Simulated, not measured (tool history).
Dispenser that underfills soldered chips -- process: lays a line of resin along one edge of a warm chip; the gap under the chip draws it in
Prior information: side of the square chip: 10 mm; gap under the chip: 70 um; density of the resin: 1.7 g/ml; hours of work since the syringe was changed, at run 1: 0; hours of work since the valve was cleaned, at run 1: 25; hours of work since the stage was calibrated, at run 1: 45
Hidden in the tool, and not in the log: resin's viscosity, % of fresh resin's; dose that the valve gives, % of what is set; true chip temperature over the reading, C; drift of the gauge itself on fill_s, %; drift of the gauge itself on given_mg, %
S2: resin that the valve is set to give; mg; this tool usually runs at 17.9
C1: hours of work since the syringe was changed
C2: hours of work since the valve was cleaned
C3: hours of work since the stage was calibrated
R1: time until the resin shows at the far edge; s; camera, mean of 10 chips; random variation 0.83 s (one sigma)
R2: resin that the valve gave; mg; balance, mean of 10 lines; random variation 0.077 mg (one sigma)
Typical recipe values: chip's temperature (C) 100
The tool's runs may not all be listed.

{"run": 1, "day": 0.0, "chip's temperature (C)": 100, "S2": 17.9, "C1": 0, "C2": 25, "C3": 45, "R1": 78.9, "R2": 17.52}
{"run": 2, "day": 0.1, "chip's temperature (C)": 100, "S2": 17.9, "C1": 2, "C2": 26, "C3": 47, "R1": 83.9, "R2": 17.51}
{"run": 3, "day": 0.225, "chip's temperature (C)": 100, "S2": 17.4, "C1": 4, "C2": 28, "C3": 49, "R1": 97.0, "R2": 16.91}
{"run": 4, "day": 0.367, "chip's temperature (C)": 100, "S2": 17.4, "C1": 6, "C2": 31, "C3": 51, "R1": 106.5, "R2": 16.81}
{"run": 5, "day": 0.508, "chip's temperature (C)": 100, "S2": 17.9, "C1": 8, "C2": 33, "C3": 53, "R1": 122.5, "R2": 17.31}
{"run": 6, "day": 0.688, "chip's temperature (C)": 100, "S2": 17.9, "C1": 11, "C2": 36, "C3": 56, "R1": 143.8, "R2": 17.24}
{"day": 0.708, "done": "new syringe of resin"}
{"run": 7, "day": 0.825, "chip's temperature (C)": 100, "S2": 17.9, "C1": 2, "C2": 38, "C3": 58, "R1": 89.1, "R2": 17.15}
{"run": 8, "day": 0.954, "chip's temperature (C)": 100, "S2": 17.9, "C1": 4, "C2": 40, "C3": 60, "R1": 96.9, "R2": 17.11}
{"run": 9, "day": 1.1, "chip's temperature (C)": 100, "S2": 17.9, "C1": 6, "C2": 42, "C3": 63, "R1": 113.6, "R2": 17.17}
{"run": 10, "day": 1.192, "chip's temperature (C)": 100, "S2": 17.9, "C1": 8, "C2": 44, "C3": 64, "R1": 121.8, "R2": 17.17}
{"run": 11, "day": 1.308, "chip's temperature (C)": 100, "S2": 17.9, "C1": 10, "C2": 45, "C3": 66, "R1": 135.1, "R2": 17.06}
{"day": 1.417, "done": "new syringe of resin"}
{"run": 12, "day": 1.479, "chip's temperature (C)": 100, "S2": 17.9, "C1": 1, "C2": 48, "C3": 69, "R1": 83.0, "R2": 17.04}
{"run": 13, "day": 1.646, "chip's temperature (C)": 100, "S2": 18.1, "C1": 4, "C2": 51, "C3": 71, "R1": 95.7, "R2": 17.27}
{"run": 14, "day": 1.8, "chip's temperature (C)": 100, "S2": 18.1, "C1": 6, "C2": 53, "C3": 74, "R1": 111.2, "R2": 17.1}
{"run": 15, "day": 1.933, "chip's temperature (C)": 100, "S2": 17.9, "C1": 8, "C2": 55, "C3": 76, "R1": 127.1, "R2": 16.89}
{"run": 16, "day": 2.104, "chip's temperature (C)": 95, "S2": 17.9, "C1": 11, "C2": 58, "C3": 79, "R1": 180.6, "R2": 16.84}
{"day": 2.133, "done": "new syringe of resin"}
{"run": 17, "day": 2.25, "chip's temperature (C)": 105, "S2": 17.9, "C1": 2, "C2": 60, "C3": 81, "R1": 71.1, "R2": 16.93}
{"run": 18, "day": 2.417, "chip's temperature (C)": 105, "S2": 17.9, "C1": 5, "C2": 63, "C3": 83, "R1": 82.6, "R2": 16.69}
{"run": 19, "day": 2.5, "chip's temperature (C)": 111, "S2": 17.5, "C1": 6, "C2": 64, "C3": 85, "R1": 68.3, "R2": 16.3}
{"run": 20, "day": 2.596, "chip's temperature (C)": 96, "S2": 18.0, "C1": 7, "C2": 66, "C3": 86, "R1": 142.2, "R2": 16.81}
{"run": 21, "day": 2.712, "chip's temperature (C)": 111, "S2": 22.4, "C1": 9, "C2": 67, "C3": 88, "R1": 81.1, "R2": 20.95}
{"day": 2.842, "done": "new syringe of resin"}
{"run": 22, "day": 2.846, "chip's temperature (C)": 114, "S2": 17.8, "C1": 0, "C2": 69, "C3": 90, "R1": 45.2, "R2": 16.74}
{"run": 23, "day": 3.017, "chip's temperature (C)": 114, "S2": 17.8, "C1": 3, "C2": 72, "C3": 93, "R1": 51.8, "R2": 16.56}
{"run": 24, "day": 3.104, "chip's temperature (C)": 111, "S2": 17.9, "C1": 4, "C2": 73, "C3": 94, "R1": 62.0, "R2": 16.6}
{"run": 25, "day": 3.2, "chip's temperature (C)": 105, "S2": 17.9, "C1": 6, "C2": 75, "C3": 96, "R1": 87.7, "R2": 16.54}
{"run": 26, "day": 3.371, "chip's temperature (C)": 105, "S2": 17.9, "C1": 8, "C2": 78, "C3": 98, "R1": 105.4, "R2": 16.51}
{"day": 3.508, "done": "dispensing valve cleaned and set on the balance"}
{"run": 27, "day": 3.55, "chip's temperature (C)": 94, "S2": 19.2, "C1": 11, "C2": 1, "C3": 101, "R1": 184.1, "R2": 19.27}
{"day": 3.592, "done": "new syringe of resin"}
{"run": 28, "day": 3.738, "chip's temperature (C)": 94, "S2": 19.2, "C1": 2, "C2": 3, "C3": 103, "R1": 118.1, "R2": 19.48}
{"run": 29, "day": 3.862, "chip's temperature (C)": 98, "S2": 17.9, "C1": 4, "C2": 5, "C3": 105, "R1": 110.1, "R2": 17.91}
{"run": 30, "day": 3.975, "chip's temperature (C)": 104, "S2": 21.5, "C1": 6, "C2": 7, "C3": 107, "R1": 94.7, "R2": 21.5}
{"run": 31, "day": 4.079, "chip's temperature (C)": 104, "S2": 21.5, "C1": 8, "C2": 9, "C3": 109, "R1": 102.5, "R2": 21.44}
{"run": 32, "day": 4.221, "chip's temperature (C)": 106, "S2": 21.5, "C1": 10, "C2": 11, "C3": 111, "R1": 106.8, "R2": 21.49}
{"day": 4.308, "done": "new syringe of resin"}
{"run": 33, "day": 4.333, "chip's temperature (C)": 85, "S2": 19.5, "C1": 0, "C2": 13, "C3": 113, "R1": 156.3, "R2": 19.39}
{"run": 34, "day": 4.5, "chip's temperature (C)": 100, "S2": 17.4, "C1": 3, "C2": 15, "C3": 115, "R1": 94.1, "R2": 17.12}
{"run": 35, "day": 4.604, "chip's temperature (C)": 100, "S2": 19.2, "C1": 5, "C2": 17, "C3": 117, "R1": 103.2, "R2": 19.05}
{"run": 36, "day": 4.746, "chip's temperature (C)": 100, "S2": 19.2, "C1": 7, "C2": 19, "C3": 119, "R1": 117.0, "R2": 18.84}

Measured minus without-hidden-state, run by run (identical run-to-run variation in each term; gauge scatter may differ):
run=1 R1=+0.1 R2=-0.46
run=2 R1=+7.2 R2=-0.48
run=3 R1=+17.9 R2=-0.51
run=4 R1=+29.7 R2=-0.54
run=5 R1=+44.3 R2=-0.60
run=6 R1=+65.2 R2=-0.65
run=7 R1=+10.3 R2=-0.68
run=8 R1=+20.7 R2=-0.72
run=9 R1=+34.9 R2=-0.76
run=10 R1=+43.8 R2=-0.78
run=11 R1=+57.2 R2=-0.81
run=12 R1=+6.5 R2=-0.86
run=13 R1=+19.3 R2=-0.92
run=14 R1=+33.8 R2=-0.95
run=15 R1=+48.7 R2=-0.98
run=16 R1=+84.8 R2=-1.03
run=17 R1=+8.4 R2=-1.08
run=18 R1=+19.7 R2=-1.12
run=19 R1=+20.1 R2=-1.11
run=20 R1=+50.1 R2=-1.17
run=21 R1=+32.8 R2=-1.51
run=22 R1=+1.8 R2=-1.24
run=23 R1=+9.1 R2=-1.28
run=24 R1=+14.7 R2=-1.30
run=25 R1=+26.1 R2=-1.33
run=26 R1=+41.8 R2=-1.38
run=27 R1=+84.0 R2=+0.08
run=28 R1=+18.1 R2=+0.04
run=29 R1=+26.7 R2=+0.00
run=30 R1=+29.4 R2=-0.04
run=31 R1=+38.2 R2=-0.08
run=32 R1=+47.5 R2=-0.13
run=33 R1=+6.3 R2=-0.14
run=34 R1=+16.0 R2=-0.17
run=35 R1=+24.9 R2=-0.22
run=36 R1=+38.9 R2=-0.27

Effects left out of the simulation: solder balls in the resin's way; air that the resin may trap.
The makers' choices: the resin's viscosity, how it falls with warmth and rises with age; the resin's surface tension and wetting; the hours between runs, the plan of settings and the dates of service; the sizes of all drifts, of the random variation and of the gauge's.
